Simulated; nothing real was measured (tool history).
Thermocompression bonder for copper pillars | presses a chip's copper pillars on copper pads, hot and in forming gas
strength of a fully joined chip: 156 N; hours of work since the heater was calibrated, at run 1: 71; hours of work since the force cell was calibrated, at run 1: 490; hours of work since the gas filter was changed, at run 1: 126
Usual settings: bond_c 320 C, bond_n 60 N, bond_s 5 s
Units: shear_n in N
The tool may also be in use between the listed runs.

run,hour,bond_c,bond_n,bond_s,hours of work since the heater was calibrated,hours of work since the force cell was calibrated,hours of work since the gas filter was changed,shear_n
1,0.0,320,60,5,71,490,126,90.9
2,32.7,320,74,5,91,510,146,101.0
3,64.3,320,60,3,110,530,166,76.9
4,96.6,320,60,3,131,550,186,79.0
5,124.2,320,60,5,148,567,203,89.5
6,172.5,320,60,5,178,597,233,89.4
7,202.5,320,60,5,196,616,252,89.8
8,232.6,320,60,5,215,634,270,88.9
9,262.1,320,44,5,233,653,289,75.5
10,290.5,320,44,5,251,671,306,73.3
11,322.0,320,44,5,271,690,326,73.0
# hour 349.6: forming gas filter changed
12,351.6,320,60,15,289,708,1,127.3
13,384.0,320,51,7,309,728,21,97.6
# hour 396.4: force cell calibrated
14,418.9,306,52,5,330,14,42,73.5
15,447.8,307,60,5,348,32,60,82.6
16,470.2,310,72,5,362,46,74,94.2
17,518.6,295,60,4,392,76,104,66.6
18,552.9,292,60,3,413,97,125,58.2
19,598.5,346,43,4,441,126,154,84.5
20,644.0,346,43,4,470,154,182,85.5
21,664.4,346,43,4,482,167,195,86.0

5 ways to go on from here, each from the tool as it stands after run 21. What would each give?
A,711.1,346,43,6,511,196,224,?
B,711.1,306,70,10,511,196,224,?
C,711.1,320,60,6,511,196,224,?
D,711.1,292,43,9,511,196,224,?
E,711.1,309,64,7,511,196,224,?

run,shear_n
A,95.6
B,107.3
C,93.8
D,68.8
E,93.4
Without the tool's hidden state the same runs would have given:
run,shear_n
A,96.3
B,108.2
C,94.2
D,68.0
E,93.7

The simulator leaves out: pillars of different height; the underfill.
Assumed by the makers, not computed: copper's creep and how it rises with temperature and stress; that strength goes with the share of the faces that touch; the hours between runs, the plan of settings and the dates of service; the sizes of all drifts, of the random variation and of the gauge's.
